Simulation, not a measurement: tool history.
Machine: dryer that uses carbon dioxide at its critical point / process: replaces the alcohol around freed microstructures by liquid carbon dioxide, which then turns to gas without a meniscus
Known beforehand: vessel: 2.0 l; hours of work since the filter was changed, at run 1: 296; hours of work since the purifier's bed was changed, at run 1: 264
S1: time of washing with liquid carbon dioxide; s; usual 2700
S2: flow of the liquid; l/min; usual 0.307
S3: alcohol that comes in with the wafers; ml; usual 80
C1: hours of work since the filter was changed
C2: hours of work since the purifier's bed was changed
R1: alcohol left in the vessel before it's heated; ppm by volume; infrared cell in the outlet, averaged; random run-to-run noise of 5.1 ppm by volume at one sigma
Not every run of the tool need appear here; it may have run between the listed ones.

Run 1, hour 0: usual settings; C1 296; C2 264. Result: R1 257 ppm by volume.
Run 2, hour 38.7: usual settings; C1 314; C2 283. Result: R1 264 ppm by volume.
Run 3, hour 80.5: usual settings; C1 334; C2 302. Result: R1 278 ppm by volume.
Run 4, hour 104.9: usual settings but S3 30 ml; C1 345; C2 314. Result: R1 198 ppm by volume.
Run 5, hour 127.4: usual settings but S3 30 ml; C1 356; C2 324. Result: R1 207 ppm by volume.
Run 6, hour 148.5: usual settings; C1 366; C2 334. Result: R1 318 ppm by volume.
Run 7, hour 178: usual settings; C1 380; C2 348. Result: R1 316 ppm by volume.
Run 8, hour 213.7: usual settings but S2 0.268 l/min; C1 396; C2 365. Result: R1 498 ppm by volume.
Run 9, hour 242.9: usual settings but S2 0.268 l/min; C1 410; C2 378. Result: R1 530 ppm by volume.
Run 10, hour 284.4: usual settings but S1 1740 s, S2 0.491 l/min, S3 104 ml; C1 430; C2 398. Result: R1 349 ppm by volume.
Run 11, hour 309.4: usual settings but S1 1740 s, S2 0.484 l/min, S3 109 ml; C1 441; C2 409. Result: R1 390 ppm by volume.
Run 12, hour 335.3: usual settings but S2 0.327 l/min; C1 453; C2 422. Result: R1 319 ppm by volume.
Run 13, hour 353.3: usual settings but S1 1860 s, S2 0.235 l/min, S3 103 ml; C1 462; C2 430. Result: R1 3377 ppm by volume.

4 ways to go on from here, each from the tool as it stands after run 13. What would each give?
Run A, hour 385.7: usual settings but S1 3240 s, S2 0.26 l/min, S3 75 ml; C1 477; C2 445. Result: R1 ?.
Run B, hour 385.7: usual settings but S1 3420 s, S2 0.314 l/min, S3 92 ml; C1 477; C2 445. Result: R1 ?.
Run C, hour 385.7: usual settings but S2 0.398 l/min, S3 98 ml; C1 477; C2 445. Result: R1 ?.
Run D, hour 385.7: usual settings but S1 4140 s, S2 0.324 l/min, S3 50 ml; C1 477; C2 445. Result: R1 ?.

run   R1
  A  376
  B  253
  C  254
  D  213
With no hidden state in the tool, these same runs would have given:
run  R1
  A  58
  B  15
  C  17
  D   5

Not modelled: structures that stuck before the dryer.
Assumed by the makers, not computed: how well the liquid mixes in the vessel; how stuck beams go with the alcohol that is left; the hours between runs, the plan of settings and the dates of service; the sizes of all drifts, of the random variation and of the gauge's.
